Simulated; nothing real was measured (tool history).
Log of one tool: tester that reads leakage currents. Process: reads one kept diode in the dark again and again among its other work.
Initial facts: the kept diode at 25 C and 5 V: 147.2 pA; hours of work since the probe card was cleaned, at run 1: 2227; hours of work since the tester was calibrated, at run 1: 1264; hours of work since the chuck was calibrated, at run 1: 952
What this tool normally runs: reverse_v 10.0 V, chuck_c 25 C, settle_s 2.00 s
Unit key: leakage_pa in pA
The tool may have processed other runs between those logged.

run     day  reverse_v  chuck_c  settle_s  hours of work since the probe card was cleaned  hours of work since the tester was calibrated  hours of work since the chuck was calibrated  leakage_pa
  1   0.000       10.0       25      2.00                                            2227                                           1264                                           952      198.07
  2   3.796       10.0       25      2.00                                            2281                                           1319                                          1006      197.48
  3   5.671       10.0       25      2.00                                            2308                                           1345                                          1033      198.74
  4   8.054       10.0       25      0.53                                            2342                                           1380                                          1067      201.34
  5  10.521       10.0       25      0.53                                            2377                                           1415                                          1102      202.49
  6  12.692       10.0       25      0.53                                            2408                                           1446                                          1133      202.91
  7  15.862       10.0       28      2.00                                            2454                                           1491                                          1179      256.91
  8  17.629       10.0       28      2.00                                            2479                                           1517                                          1204      257.98
  9  20.867       10.0       28      2.00                                            2525                                           1563                                          1251      257.53
 10  23.912       10.0       21      0.50                                            2569                                           1607                                          1294      146.62
 11  26.754       10.0       21      0.50                                            2610                                           1647                                          1335      147.50
 12  28.762        5.9       40      0.50                                            2638                                           1676                                          1364      593.93

Estimate the outcome of run 13 from the log above:
 13  31.783        2.2       48      0.43                                            2682                                           1719                                          1407           ?

{"run 13": {"leakage_pa": 808.11}}
If the tool had no hidden condition, the same run with the same run-to-run variation would have returned leakage_pa 829.95 pA.

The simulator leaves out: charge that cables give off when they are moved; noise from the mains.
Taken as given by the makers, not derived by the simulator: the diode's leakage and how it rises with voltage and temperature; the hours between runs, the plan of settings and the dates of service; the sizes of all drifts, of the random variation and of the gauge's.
